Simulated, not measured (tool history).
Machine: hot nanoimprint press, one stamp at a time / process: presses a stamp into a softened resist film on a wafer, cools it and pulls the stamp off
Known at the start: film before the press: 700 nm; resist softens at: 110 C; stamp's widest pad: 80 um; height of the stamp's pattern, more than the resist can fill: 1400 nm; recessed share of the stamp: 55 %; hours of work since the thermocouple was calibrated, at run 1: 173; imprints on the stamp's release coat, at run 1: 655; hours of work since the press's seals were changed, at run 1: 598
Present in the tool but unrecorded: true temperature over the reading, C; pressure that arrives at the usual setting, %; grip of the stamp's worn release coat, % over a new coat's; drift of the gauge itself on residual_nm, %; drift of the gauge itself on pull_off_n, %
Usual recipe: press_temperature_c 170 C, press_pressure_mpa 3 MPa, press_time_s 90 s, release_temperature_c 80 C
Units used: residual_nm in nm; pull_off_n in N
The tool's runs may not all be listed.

run	hour	press_temperature_c	press_pressure_mpa	press_time_s	release_temperature_c	hours of work since the thermocouple was calibrated	imprints on the stamp's release coat	hours of work since the press's seals were changed	residual_nm	pull_off_n
1	0	170	3	90	80	173	655	598	366.8	173
2	46.6	170	3	90	80	202	764	627	370.7	188
3	113.2	170	3	90	80	244	921	668	367.5	190
4	156.6	170	3	90	85	271	1023	695	365.8	177
5	246.6	170	3	90	85	326	1235	751	368	182
6	339.2	170	3.15	90	80	384	1452	809	365.6	202
7	393	170	3	90	80	417	1579	842	372.5	211
# hour 406.4: press's hydraulic seals changed and the load cell set to zero
8	466.4	170	3	90	80	458	1732	37	369.3	216
9	547	170	2.11	90	75	508	1922	87	419.8	262
# hour 555: plate thermocouple calibrated
10	588.4	170	2.11	80	75	21	2012	111	442.8	263
# hour 660.1: stamp cleaned and given a new release coat
11	661.9	181	4.19	162	66	63	4	153	147	198
# hour 754.3: plate thermocouple calibrated, once more
12	756.8	181	4.19	162	66	2	220	210	135.6	202
13	803	167	3.08	164	86	30	328	239	328.7	149
14	848.1	170	2.76	90	75	58	435	267	371.2	184
15	928.2	170	2.76	90	75	108	623	317	369.5	204
16	1012.7	169	2.75	147	84	161	822	369	324.4	171

Forecast each of these 3 alternatives for the next run:
A	1098.1	170	2.3	63	65	214	1022	422	?	?
B	1098.1	182	2.48	90	81	214	1022	422	?	?
C	1098.1	165	2.75	130	84	214	1022	422	?	?

run	residual_nm	pull_off_n
A	445.7	251
B	222.9	196
C	409.8	186
With no hidden state in the tool, these same runs would have given:
run	residual_nm	pull_off_n
A	440.1	200
B	219.3	156
C	403.6	148
